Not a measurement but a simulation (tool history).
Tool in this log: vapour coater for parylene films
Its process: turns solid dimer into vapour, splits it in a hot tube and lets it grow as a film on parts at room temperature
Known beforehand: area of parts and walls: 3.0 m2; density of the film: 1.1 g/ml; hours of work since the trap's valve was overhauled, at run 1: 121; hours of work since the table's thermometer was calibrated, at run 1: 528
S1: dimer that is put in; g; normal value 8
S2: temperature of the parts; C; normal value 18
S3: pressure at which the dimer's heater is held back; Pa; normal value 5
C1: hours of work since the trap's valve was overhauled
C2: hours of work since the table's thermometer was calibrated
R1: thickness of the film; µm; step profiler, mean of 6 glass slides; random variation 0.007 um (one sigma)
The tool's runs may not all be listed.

{"run": 1, "hour": 0.0, "S1": 8, "S2": 18, "S3": 5, "C1": 121, "C2": 528, "R1": 1.631}
{"run": 2, "hour": 8.6, "S1": 8, "S2": 18, "S3": 5, "C1": 128, "C2": 536, "R1": 1.629}
{"run": 3, "hour": 20.9, "S1": 8, "S2": 18, "S3": 5, "C1": 139, "C2": 547, "R1": 1.629}
{"run": 4, "hour": 34.8, "S1": 8, "S2": 18, "S3": 5, "C1": 151, "C2": 559, "R1": 1.631}
{"run": 5, "hour": 51.1, "S1": 3, "S2": 18, "S3": 5, "C1": 166, "C2": 573, "R1": 0.602}
{"run": 6, "hour": 58.4, "S1": 3, "S2": 18, "S3": 5, "C1": 172, "C2": 580, "R1": 0.609}
{"run": 7, "hour": 76.2, "S1": 8, "S2": 13, "S3": 5, "C1": 188, "C2": 595, "R1": 1.907}
{"run": 8, "hour": 84.6, "S1": 8, "S2": 18, "S3": 11.78, "C1": 195, "C2": 603, "R1": 1.409}
{"run": 9, "hour": 94.5, "S1": 4, "S2": 21, "S3": 6, "C1": 204, "C2": 612, "R1": 0.717}
{"run": 10, "hour": 104.1, "S1": 3, "S2": 18, "S3": 2.51, "C1": 212, "C2": 620, "R1": 0.678}
{"run": 11, "hour": 115.7, "S1": 8, "S2": 18, "S3": 2.69, "C1": 223, "C2": 630, "R1": 1.812}

Below are 5 alternative next runs, each starting from the tool's condition after run 11. Predict each:
{"run": "A", "hour": 123.3, "S1": 5, "S2": 11, "S3": 5.39, "C1": 229, "C2": 637, "R1": "?"}
{"run": "B", "hour": 123.3, "S1": 8, "S2": 17, "S3": 2.69, "C1": 229, "C2": 637, "R1": "?"}
{"run": "C", "hour": 123.3, "S1": 8, "S2": 11, "S3": 2.63, "C1": 229, "C2": 637, "R1": "?"}
{"run": "D", "hour": 123.3, "S1": 6, "S2": 23, "S3": 4.6, "C1": 229, "C2": 637, "R1": "?"}
{"run": "E", "hour": 123.3, "S1": 12, "S2": 25, "S3": 5.83, "C1": 229, "C2": 637, "R1": "?"}

run=A R1=1.27
run=B R1=1.87
run=C R1=2.286
run=D R1=1.064
run=E R1=1.899
Had the tool no hidden state, the same runs would have come out as:
run=A R1=1.272
run=B R1=1.873
run=C R1=2.289
run=D R1=1.066
run=E R1=1.901
